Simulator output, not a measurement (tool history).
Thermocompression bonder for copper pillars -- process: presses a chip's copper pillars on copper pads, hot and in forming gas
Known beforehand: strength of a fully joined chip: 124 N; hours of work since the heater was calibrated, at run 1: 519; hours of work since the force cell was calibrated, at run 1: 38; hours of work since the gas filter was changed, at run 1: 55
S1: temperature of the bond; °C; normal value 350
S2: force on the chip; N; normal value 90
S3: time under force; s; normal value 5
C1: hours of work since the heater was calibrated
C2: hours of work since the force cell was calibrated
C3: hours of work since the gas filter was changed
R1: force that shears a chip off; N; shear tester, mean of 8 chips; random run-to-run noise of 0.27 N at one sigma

run 1 hour=0.0 | S1=350 S2=90 S3=5 | C1=519 C2=38 C3=55 | R1=58.3
run 2 hour=12.8 | S1=350 S2=90 S3=5 | C1=524 C2=43 C3=60 | R1=58.1
run 3 hour=27.2 | S1=350 S2=90 S3=5 | C1=530 C2=49 C3=66 | R1=58.1
run 4 hour=42.4 | S1=350 S2=90 S3=5 | C1=537 C2=55 C3=72 | R1=58.2
run 5 hour=49.2 | S1=350 S2=90 S3=6 | C1=539 C2=58 C3=75 | R1=61.7
run 6 hour=63.0 | S1=348 S2=90 S3=6 | C1=545 C2=64 C3=81 | R1=60.8
run 7 hour=69.4 | S1=350 S2=56 S3=5 | C1=548 C2=67 C3=83 | R1=39.4
run 8 hour=81.3 | S1=350 S2=90 S3=5 | C1=553 C2=72 C3=88 | R1=58.0
run 9 hour=95.5 | S1=350 S2=90 S3=5 | C1=559 C2=77 C3=94 | R1=58.1
run 10 hour=109.4 | S1=350 S2=90 S3=5 | C1=564 C2=83 C3=100 | R1=57.9
run 11 hour=119.5 | S1=350 S2=90 S3=5 | C1=569 C2=87 C3=104 | R1=58.0
run 12 hour=126.7 | S1=350 S2=90 S3=5 | C1=572 C2=90 C3=107 | R1=57.8
run 13 hour=138.5 | S1=350 S2=90 S3=5 | C1=576 C2=95 C3=112 | R1=57.7
run 14 hour=151.2 | S1=350 S2=90 S3=5 | C1=582 C2=101 C3=117 | R1=58.0
run 15 hour=164.0 | S1=350 S2=90 S3=14 | C1=587 C2=106 C3=123 | R1=80.8
-- hour=174.4 heater calibrated with a thermocouple chip
run 16 hour=175.1 | S1=350 S2=90 S3=14 | C1=0 C2=110 C3=127 | R1=79.0
run 17 hour=183.6 | S1=350 S2=90 S3=14 | C1=4 C2=113 C3=130 | R1=78.2
run 18 hour=194.6 | S1=350 S2=90 S3=3 | C1=8 C2=118 C3=135 | R1=46.3
run 19 hour=209.5 | S1=350 S2=90 S3=15 | C1=15 C2=124 C3=141 | R1=79.8
run 20 hour=222.2 | S1=350 S2=90 S3=15 | C1=20 C2=129 C3=146 | R1=79.8
run 21 hour=231.2 | S1=331 S2=90 S3=9 | C1=24 C2=133 C3=150 | R1=58.9
run 22 hour=244.8 | S1=332 S2=121 S3=8 | C1=29 C2=139 C3=155 | R1=70.0
run 23 hour=251.7 | S1=332 S2=121 S3=8 | C1=32 C2=141 C3=158 | R1=70.5
run 24 hour=266.4 | S1=350 S2=79 S3=5 | C1=38 C2=148 C3=164 | R1=50.6
run 25 hour=280.1 | S1=350 S2=79 S3=5 | C1=44 C2=153 C3=170 | R1=50.5
run 26 hour=292.3 | S1=339 S2=90 S3=7 | C1=49 C2=158 C3=175 | R1=57.7
run 27 hour=306.3 | S1=363 S2=63 S3=5 | C1=55 C2=164 C3=181 | R1=46.9
run 28 hour=313.2 | S1=352 S2=122 S3=9 | C1=58 C2=167 C3=184 | R1=83.6
run 29 hour=327.2 | S1=352 S2=122 S3=9 | C1=63 C2=173 C3=190 | R1=83.7
run 30 hour=337.4 | S1=352 S2=122 S3=9 | C1=68 C2=177 C3=194 | R1=83.0
run 31 hour=346.1 | S1=352 S2=122 S3=9 | C1=71 C2=181 C3=198 | R1=83.5
run 32 hour=352.3 | S1=331 S2=100 S3=12 | C1=74 C2=183 C3=200 | R1=69.8

Expected results for the next run?
run 33 hour=365.0 | S1=323 S2=90 S3=5 | C1=79 C2=189 C3=205 | R1=?

Run 33 gave R1 43.9 N.
Minus the tool's unlogged condition, the same run would have read R1 45.7 N.
